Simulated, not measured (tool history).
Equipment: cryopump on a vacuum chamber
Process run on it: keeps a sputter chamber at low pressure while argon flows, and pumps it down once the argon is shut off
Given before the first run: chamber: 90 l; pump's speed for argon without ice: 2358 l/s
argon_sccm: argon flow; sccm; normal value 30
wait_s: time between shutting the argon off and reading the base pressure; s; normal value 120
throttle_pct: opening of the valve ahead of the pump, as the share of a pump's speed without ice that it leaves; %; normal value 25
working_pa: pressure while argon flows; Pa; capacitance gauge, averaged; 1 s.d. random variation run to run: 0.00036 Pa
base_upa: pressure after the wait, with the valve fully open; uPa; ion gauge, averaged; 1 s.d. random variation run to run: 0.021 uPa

{"run": 1, "hour": 0.0, "argon_sccm": 30, "wait_s": 120, "throttle_pct": 25, "working_pa": 0.0884, "base_upa": 0.55}
{"run": 2, "hour": 43.6, "argon_sccm": 30, "wait_s": 120, "throttle_pct": 25, "working_pa": 0.0888, "base_upa": 0.58}
{"run": 3, "hour": 65.8, "argon_sccm": 30, "wait_s": 120, "throttle_pct": 43, "working_pa": 0.0526, "base_upa": 0.54}
{"run": 4, "hour": 114.9, "argon_sccm": 30, "wait_s": 120, "throttle_pct": 43, "working_pa": 0.0527, "base_upa": 0.56}
{"run": 5, "hour": 137.6, "argon_sccm": 30, "wait_s": 120, "throttle_pct": 25, "working_pa": 0.0891, "base_upa": 0.6}
{"run": 6, "hour": 158.3, "argon_sccm": 59, "wait_s": 120, "throttle_pct": 25, "working_pa": 0.1747, "base_upa": 0.56}
{"run": 7, "hour": 207.5, "argon_sccm": 30, "wait_s": 120, "throttle_pct": 25, "working_pa": 0.0892, "base_upa": 0.63}
{"run": 8, "hour": 255.3, "argon_sccm": 30, "wait_s": 120, "throttle_pct": 25, "working_pa": 0.0891, "base_upa": 0.59}
{"run": 9, "hour": 304.0, "argon_sccm": 30, "wait_s": 120, "throttle_pct": 25, "working_pa": 0.0895, "base_upa": 0.62}
{"run": 10, "hour": 325.8, "argon_sccm": 30, "wait_s": 41, "throttle_pct": 25, "working_pa": 0.0894, "base_upa": 1.4}
{"run": 11, "hour": 362.4, "argon_sccm": 30, "wait_s": 120, "throttle_pct": 41, "working_pa": 0.0558, "base_upa": 0.65}
{"run": 12, "hour": 386.1, "argon_sccm": 30, "wait_s": 120, "throttle_pct": 41, "working_pa": 0.0564, "base_upa": 0.64}
{"run": 13, "hour": 412.1, "argon_sccm": 30, "wait_s": 120, "throttle_pct": 41, "working_pa": 0.0569, "base_upa": 0.69}
{"run": 14, "hour": 454.1, "argon_sccm": 38, "wait_s": 120, "throttle_pct": 25, "working_pa": 0.1151, "base_upa": 0.64}
{"run": 15, "hour": 478.8, "argon_sccm": 38, "wait_s": 120, "throttle_pct": 25, "working_pa": 0.1151, "base_upa": 0.64}
{"run": 16, "hour": 526.3, "argon_sccm": 38, "wait_s": 120, "throttle_pct": 25, "working_pa": 0.1146, "base_upa": 0.64}
{"run": 17, "hour": 547.4, "argon_sccm": 38, "wait_s": 120, "throttle_pct": 25, "working_pa": 0.1151, "base_upa": 0.71}
{"run": 18, "hour": 569.0, "argon_sccm": 38, "wait_s": 120, "throttle_pct": 25, "working_pa": 0.1154, "base_upa": 0.69}
{"run": 19, "hour": 618.6, "argon_sccm": 16, "wait_s": 88, "throttle_pct": 17, "working_pa": 0.0699, "base_upa": 0.84}
{"run": 20, "hour": 639.5, "argon_sccm": 26, "wait_s": 30, "throttle_pct": 52, "working_pa": 0.0403, "base_upa": 1.86}
{"run": 21, "hour": 684.3, "argon_sccm": 41, "wait_s": 30, "throttle_pct": 52, "working_pa": 0.0639, "base_upa": 1.81}
{"run": 22, "hour": 730.9, "argon_sccm": 41, "wait_s": 30, "throttle_pct": 52, "working_pa": 0.0647, "base_upa": 1.88}
{"run": 23, "hour": 778.0, "argon_sccm": 25, "wait_s": 27, "throttle_pct": 39, "working_pa": 0.0515, "base_upa": 2.08}
{"run": 24, "hour": 821.4, "argon_sccm": 19, "wait_s": 21, "throttle_pct": 21, "working_pa": 0.0681, "base_upa": 2.54}
{"hour": 839.7, "done": "pump warmed up, emptied and cooled again"}
{"run": 25, "hour": 854.3, "argon_sccm": 13, "wait_s": 21, "throttle_pct": 40, "working_pa": 0.0233, "base_upa": 2.49}
{"run": 26, "hour": 892.0, "argon_sccm": 13, "wait_s": 21, "throttle_pct": 40, "working_pa": 0.0235, "base_upa": 2.52}
{"run": 27, "hour": 924.0, "argon_sccm": 42, "wait_s": 120, "throttle_pct": 25, "working_pa": 0.1212, "base_upa": 0.66}
{"run": 28, "hour": 955.7, "argon_sccm": 42, "wait_s": 120, "throttle_pct": 25, "working_pa": 0.1211, "base_upa": 0.72}
{"run": 29, "hour": 978.7, "argon_sccm": 42, "wait_s": 120, "throttle_pct": 25, "working_pa": 0.1225, "base_upa": 0.67}
{"run": 30, "hour": 1009.2, "argon_sccm": 38, "wait_s": 120, "throttle_pct": 25, "working_pa": 0.1098, "base_upa": 0.72}
{"run": 31, "hour": 1052.3, "argon_sccm": 59, "wait_s": 29, "throttle_pct": 49, "working_pa": 0.0887, "base_upa": 1.94}
{"run": 32, "hour": 1083.4, "argon_sccm": 59, "wait_s": 29, "throttle_pct": 49, "working_pa": 0.0884, "base_upa": 1.98}
{"run": 33, "hour": 1113.5, "argon_sccm": 21, "wait_s": 120, "throttle_pct": 31, "working_pa": 0.0492, "base_upa": 0.69}
{"run": 34, "hour": 1135.4, "argon_sccm": 14, "wait_s": 122, "throttle_pct": 28, "working_pa": 0.0363, "base_upa": 0.72}

Below, each run's measurement less what the same run would have read without the hidden state. Both values contain the same run-to-run variation, but the gauge's scatter may not be the same in both:
What the log doesn't record here: pump's speed, % of a pump's without ice; cold plate's temperature, K; leak into the chamber, uPa l/s; drift of the gauge itself on working_pa, %; drift of the gauge itself on base_upa, %.
run=1 working_pa=+0.0023 base_upa=+0.03
run=2 working_pa=+0.0026 base_upa=+0.04
run=3 working_pa=+0.0026 base_upa=+0.04
run=4 working_pa=+0.0029 base_upa=+0.06
run=5 working_pa=+0.0030 base_upa=+0.06
run=6 working_pa=+0.0060 base_upa=+0.06
run=7 working_pa=+0.0032 base_upa=+0.07
run=8 working_pa=+0.0035 base_upa=+0.08
run=9 working_pa=+0.0037 base_upa=+0.10
run=10 working_pa=+0.0038 base_upa=+0.10
run=11 working_pa=+0.0040 base_upa=+0.11
run=12 working_pa=+0.0040 base_upa=+0.12
run=13 working_pa=+0.0042 base_upa=+0.13
run=14 working_pa=+0.0056 base_upa=+0.13
run=15 working_pa=+0.0057 base_upa=+0.13
run=16 working_pa=+0.0060 base_upa=+0.14
run=17 working_pa=+0.0062 base_upa=+0.16
run=18 working_pa=+0.0063 base_upa=+0.15
run=19 working_pa=+0.0027 base_upa=+0.17
run=20 working_pa=+0.0046 base_upa=+0.17
run=21 working_pa=+0.0076 base_upa=+0.18
run=22 working_pa=+0.0080 base_upa=+0.19
run=23 working_pa=+0.0050 base_upa=+0.21
run=24 working_pa=+0.0039 base_upa=+0.22
run=25 working_pa=+0.0002 base_upa=+0.15
run=26 working_pa=+0.0002 base_upa=+0.15
run=27 working_pa=+0.0008 base_upa=+0.16
run=28 working_pa=+0.0010 base_upa=+0.17
run=29 working_pa=+0.0011 base_upa=+0.17
run=30 working_pa=+0.0011 base_upa=+0.18
run=31 working_pa=+0.0021 base_upa=+0.19
run=32 working_pa=+0.0023 base_upa=+0.19
run=33 working_pa=+0.0009 base_upa=+0.19
run=34 working_pa=+0.0006 base_upa=+0.20

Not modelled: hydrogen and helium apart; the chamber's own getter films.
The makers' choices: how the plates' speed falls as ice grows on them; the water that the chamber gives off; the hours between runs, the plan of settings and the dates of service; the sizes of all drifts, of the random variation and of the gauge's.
